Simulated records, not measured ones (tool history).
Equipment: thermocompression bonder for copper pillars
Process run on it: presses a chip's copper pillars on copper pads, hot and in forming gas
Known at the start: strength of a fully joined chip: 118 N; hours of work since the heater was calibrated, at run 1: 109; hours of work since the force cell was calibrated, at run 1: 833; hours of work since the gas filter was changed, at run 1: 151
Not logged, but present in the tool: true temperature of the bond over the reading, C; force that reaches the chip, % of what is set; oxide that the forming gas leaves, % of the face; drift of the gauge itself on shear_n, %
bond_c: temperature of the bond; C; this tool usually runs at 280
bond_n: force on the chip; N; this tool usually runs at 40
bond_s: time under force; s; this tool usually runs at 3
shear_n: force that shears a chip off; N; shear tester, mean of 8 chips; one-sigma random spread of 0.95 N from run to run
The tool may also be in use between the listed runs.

| run | hour | bond_c | bond_n | bond_s | hours of work since the heater was calibrated | hours of work since the force cell was calibrated | hours of work since the gas filter was changed | shear_n |
|---|---|---|---|---|---|---|---|---|
| 1 | 0 | 280 | 40 | 3 | 109 | 833 | 151 | 83.4 |
| 2 | 4.5 | 280 | 40 | 3 | 112 | 835 | 153 | 83.8 |
| 3 | 10.7 | 280 | 40 | 3 | 114 | 838 | 156 | 83.4 |
| 4 | 18.2 | 280 | 40 | 3 | 118 | 841 | 159 | 82 |
| 5 | 23.2 | 280 | 40 | 3 | 120 | 843 | 161 | 82 |
| 6 | 32.3 | 280 | 40 | 3 | 124 | 847 | 165 | 81.1 |
| 7 | 42.1 | 280 | 40 | 3 | 128 | 852 | 170 | 81.6 |
| 8 | 49.2 | 280 | 40 | 3 | 131 | 855 | 173 | 81.8 |
| 9 | 53.4 | 280 | 40 | 3 | 133 | 857 | 175 | 82 |
| 10 | 58.5 | 280 | 40 | 3 | 135 | 859 | 177 | 80.2 |
| 11 | 65.8 | 280 | 40 | 3 | 139 | 862 | 180 | 81.6 |
| 12 | 70.4 | 280 | 40 | 3 | 141 | 864 | 182 | 81.2 |
| 13 | 75.4 | 280 | 40 | 3 | 143 | 866 | 184 | 80.6 |
| 14 | 85.1 | 252 | 28 | 2 | 147 | 871 | 189 | 43 |
| 15 | 94.6 | 268 | 31 | 2 | 151 | 875 | 193 | 57.2 |
| 16 | 101.5 | 253 | 44 | 2 | 154 | 878 | 196 | 57.7 |
| 17 | 111 | 253 | 44 | 2 | 159 | 882 | 200 | 56.6 |
| 18 | 117.2 | 276 | 44 | 4 | 161 | 885 | 203 | 87.5 |
| 19 | 121.8 | 256 | 40 | 2 | 163 | 887 | 205 | 56.6 |
| 20 | 130.4 | 251 | 52 | 5 | 167 | 891 | 209 | 80.1 |
| 21 | 137.9 | 251 | 52 | 5 | 171 | 894 | 212 | 80.6 |
| 22 | 146.7 | 251 | 29 | 2 | 174 | 898 | 216 | 44.8 |
| 23 | 151.7 | 251 | 29 | 2 | 177 | 900 | 218 | 43.7 |
| 24 | 160.4 | 255 | 40 | 3 | 181 | 904 | 222 | 63.6 |
| 25 | 165 | 306 | 25 | 2 | 183 | 906 | 224 | 75 |
| 26 | 172.3 | 280 | 40 | 9 | 186 | 909 | 227 | 100.3 |

Forecast each of these 4 alternatives for the next run:
| A | 180.5 | 307 | 40 | 2 | 189 | 913 | 231 | ? |
| B | 180.5 | 276 | 40 | 9 | 189 | 913 | 231 | ? |
| C | 180.5 | 276 | 41 | 5 | 189 | 913 | 231 | ? |
| D | 180.5 | 280 | 28 | 9 | 189 | 913 | 231 | ? |

| run | shear_n |
|---|---|
| A | 88.3 |
| B | 99.7 |
| C | 90.7 |
| D | 91.4 |
What these runs would have given with no unlogged condition in the tool:
| run | shear_n |
|---|---|
| A | 88.8 |
| B | 101 |
| C | 90.9 |
| D | 91.9 |
